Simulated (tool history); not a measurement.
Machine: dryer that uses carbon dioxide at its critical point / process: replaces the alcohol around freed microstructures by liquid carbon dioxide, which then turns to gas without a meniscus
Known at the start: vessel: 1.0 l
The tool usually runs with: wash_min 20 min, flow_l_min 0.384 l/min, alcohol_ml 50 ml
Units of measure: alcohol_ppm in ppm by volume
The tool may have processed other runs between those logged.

Run 1, hour 0.0: usual settings. Result: alcohol_ppm 131 ppm by volume.
Run 2, hour 8.7: usual settings but flow_l_min 0.446 l/min. Result: alcohol_ppm 62 ppm by volume.
Run 3, hour 22.7: usual settings but wash_min 13 min. Result: alcohol_ppm 846 ppm by volume.
Run 4, hour 42.2: usual settings but wash_min 13 min. Result: alcohol_ppm 867 ppm by volume.
Run 5, hour 55.2: usual settings but wash_min 13 min, alcohol_ml 48 ml. Result: alcohol_ppm 828 ppm by volume.
Run 6, hour 72.8: usual settings. Result: alcohol_ppm 144 ppm by volume.
Run 7, hour 90.7: usual settings. Result: alcohol_ppm 151 ppm by volume.
Run 8, hour 110.5: usual settings but alcohol_ml 31 ml. Result: alcohol_ppm 119 ppm by volume.
Run 9, hour 125.1: usual settings but flow_l_min 0.365 l/min, alcohol_ml 27 ml. Result: alcohol_ppm 130 ppm by volume.
Run 10, hour 134.9: usual settings but alcohol_ml 85 ml. Result: alcohol_ppm 221 ppm by volume.
Run 11, hour 149.9: usual settings but alcohol_ml 85 ml. Result: alcohol_ppm 217 ppm by volume.
Run 12, hour 163.9: usual settings but alcohol_ml 85 ml. Result: alcohol_ppm 229 ppm by volume.
Run 13, hour 183.1: usual settings but alcohol_ml 85 ml. Result: alcohol_ppm 235 ppm by volume.
Run 14, hour 200.8: usual settings but wash_min 26 min, alcohol_ml 85 ml. Result: alcohol_ppm 88 ppm by volume.
Run 15, hour 219.0: usual settings but wash_min 26 min, alcohol_ml 85 ml. Result: alcohol_ppm 91 ppm by volume.
Run 16, hour 231.7: usual settings but flow_l_min 0.470 l/min, alcohol_ml 66 ml. Result: alcohol_ppm 115 ppm by volume.

A few steps of alcohol_ppm between consecutive runs. Split each: what settings, incoming material and random variation would produce without the hidden state, and what is left over for the hidden state, along with gauge scatter present in only one of the two compared results (measured, and without hidden state):
The hidden state here: flow that reaches the vessel past the clogged filter, %; alcohol in the recycled carbon dioxide, ppm; drift of the gauge itself on alcohol_ppm, %.
Run 2 -> 3: wash_min 20 -> 13, flow_l_min 0.446 -> 0.384. alcohol_ppm +784 ppm by volume: hidden state +265, all else +519.
